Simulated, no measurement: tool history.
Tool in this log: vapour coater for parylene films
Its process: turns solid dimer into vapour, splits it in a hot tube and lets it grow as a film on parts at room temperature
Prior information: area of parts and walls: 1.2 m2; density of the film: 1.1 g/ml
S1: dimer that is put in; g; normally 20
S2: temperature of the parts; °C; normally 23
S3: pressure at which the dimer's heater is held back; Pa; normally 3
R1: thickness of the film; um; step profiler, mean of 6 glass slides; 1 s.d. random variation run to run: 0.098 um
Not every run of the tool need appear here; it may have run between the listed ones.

run 1 hour=0 | S1=20 S2=23 S3=3 | R1=12.04
run 2 hour=11.9 | S1=20 S2=23 S3=3 | R1=11.92
run 3 hour=22.4 | S1=36 S2=23 S3=3 | R1=21.51
run 4 hour=35.3 | S1=36 S2=23 S3=3 | R1=21.49
run 5 hour=44.8 | S1=36 S2=23 S3=3 | R1=21.67
run 6 hour=57.3 | S1=36 S2=23 S3=3 | R1=21.43
run 7 hour=68.8 | S1=36 S2=23 S3=3 | R1=21.72
run 8 hour=80.9 | S1=36 S2=23 S3=3 | R1=21.5
run 9 hour=96.4 | S1=18 S2=23 S3=3 | R1=10.65
run 10 hour=112.2 | S1=29 S2=23 S3=3 | R1=17.36
run 11 hour=127 | S1=20 S2=23 S3=3.72 | R1=11.55
run 12 hour=134.4 | S1=20 S2=23 S3=3 | R1=12.05
run 13 hour=141.7 | S1=20 S2=23 S3=3 | R1=11.76
run 14 hour=153 | S1=11 S2=23 S3=3 | R1=6.54
run 15 hour=165.1 | S1=20 S2=23 S3=3 | R1=11.98
run 16 hour=175.1 | S1=20 S2=23 S3=3 | R1=12
run 17 hour=187 | S1=20 S2=17 S3=3 | R1=13.6
run 18 hour=203.3 | S1=20 S2=17 S3=3 | R1=13.81
run 19 hour=210.9 | S1=20 S2=23 S3=3 | R1=11.93
run 20 hour=222.5 | S1=20 S2=23 S3=3 | R1=11.88
run 21 hour=236.9 | S1=20 S2=23 S3=3 | R1=11.87
run 22 hour=249.2 | S1=20 S2=23 S3=3 | R1=11.87
run 23 hour=263.4 | S1=20 S2=23 S3=3 | R1=12.08
run 24 hour=277.3 | S1=10 S2=23 S3=3 | R1=5.98
run 25 hour=286 | S1=20 S2=16 S3=3 | R1=13.91
run 26 hour=297.6 | S1=10 S2=23 S3=3 | R1=5.99
run 27 hour=306.2 | S1=10 S2=23 S3=3 | R1=5.97
run 28 hour=313.6 | S1=20 S2=26 S3=4.83 | R1=10.13
run 29 hour=320.9 | S1=29 S2=34 S3=3 | R1=13.55
run 30 hour=336.1 | S1=29 S2=34 S3=3 | R1=13.4
run 31 hour=343.9 | S1=29 S2=16 S3=3.75 | R1=19.37
run 32 hour=355.9 | S1=20 S2=16 S3=4.78 | R1=12.8
run 33 hour=369.1 | S1=30 S2=27 S3=3 | R1=16.44
run 34 hour=379.8 | S1=21 S2=27 S3=9.35 | R1=9.18
run 35 hour=391.2 | S1=21 S2=27 S3=9.35 | R1=9.1
run 36 hour=401.6 | S1=16 S2=25 S3=11.01 | R1=7.1
run 37 hour=416.9 | S1=31 S2=24 S3=7.62 | R1=14.97
run 38 hour=426.6 | S1=25 S2=26 S3=8.68 | R1=11.31
run 39 hour=434.5 | S1=33 S2=19 S3=2.1 | R1=23.31
run 40 hour=446.9 | S1=10 S2=18 S3=3 | R1=6.63
run 41 hour=454.4 | S1=10 S2=18 S3=3 | R1=6.81
run 42 hour=466.1 | S1=10 S2=18 S3=5.53 | R1=5.83
run 43 hour=478.7 | S1=15 S2=20 S3=2.95 | R1=9.54
run 44 hour=493.6 | S1=9 S2=19 S3=5.5 | R1=5.33
run 45 hour=509.5 | S1=15 S2=35 S3=3 | R1=6.86
run 46 hour=522.2 | S1=22 S2=23 S3=10.61 | R1=9.99
run 47 hour=532.6 | S1=30 S2=34 S3=3 | R1=13.83

Between the runs listed above, the log contained 1 entry, not reproduced here. Where in the sequence does each belong, and how does what the log doesn't record of the tool's condition differ from the listed run before to the listed run after?
In the gap between runs 36 and 37: trap's valve overhauled (hour 414.1)
  vapour lost through the trap's worn valve, %: 0.4 -> 0
